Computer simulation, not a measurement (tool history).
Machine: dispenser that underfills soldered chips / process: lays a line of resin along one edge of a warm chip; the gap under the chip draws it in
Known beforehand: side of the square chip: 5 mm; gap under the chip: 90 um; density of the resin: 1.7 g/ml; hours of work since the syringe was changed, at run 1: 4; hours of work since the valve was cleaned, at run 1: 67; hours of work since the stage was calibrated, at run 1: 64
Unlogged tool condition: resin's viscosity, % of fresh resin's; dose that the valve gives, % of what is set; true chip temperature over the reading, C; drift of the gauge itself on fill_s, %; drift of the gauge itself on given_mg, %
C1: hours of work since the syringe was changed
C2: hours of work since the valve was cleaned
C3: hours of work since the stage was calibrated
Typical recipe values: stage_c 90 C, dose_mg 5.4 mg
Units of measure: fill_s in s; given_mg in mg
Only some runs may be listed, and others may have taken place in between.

run 1 hour=0.0 | stage_c=90 dose_mg=5.4 | C1=4 C2=67 C3=64 | fill_s=18.3 given_mg=5.23
run 2 hour=3.9 | stage_c=90 dose_mg=5.4 | C1=7 C2=70 C3=67 | fill_s=22.4 given_mg=5.22
run 3 hour=9.2 | stage_c=81 dose_mg=5.4 | C1=11 C2=74 C3=71 | fill_s=45.6 given_mg=5.20
-- hour=11.6 new syringe of resin
run 4 hour=13.5 | stage_c=90 dose_mg=5.4 | C1=1 C2=77 C3=74 | fill_s=16.2 given_mg=5.18
run 5 hour=17.9 | stage_c=90 dose_mg=5.4 | C1=5 C2=80 C3=77 | fill_s=20.5 given_mg=5.18
run 6 hour=21.0 | stage_c=86 dose_mg=5.4 | C1=7 C2=83 C3=80 | fill_s=28.6 given_mg=5.18
-- hour=27.8 new syringe of resin
run 7 hour=27.8 | stage_c=86 dose_mg=5.4 | C1=0 C2=88 C3=85 | fill_s=16.8 given_mg=5.18

Estimate the outcome of run 8 from the log above:
run 8 hour=33.0 | stage_c=86 dose_mg=5.4 | C1=4 C2=91 C3=89 | fill_s=? given_mg=?

fill_s: 23.3 s
given_mg: 5.15 mg
Take away the tool's hidden state, keep the run-to-run variation as it was, and the same run would have given fill_s 17.4 s, given_mg 5.40 mg.
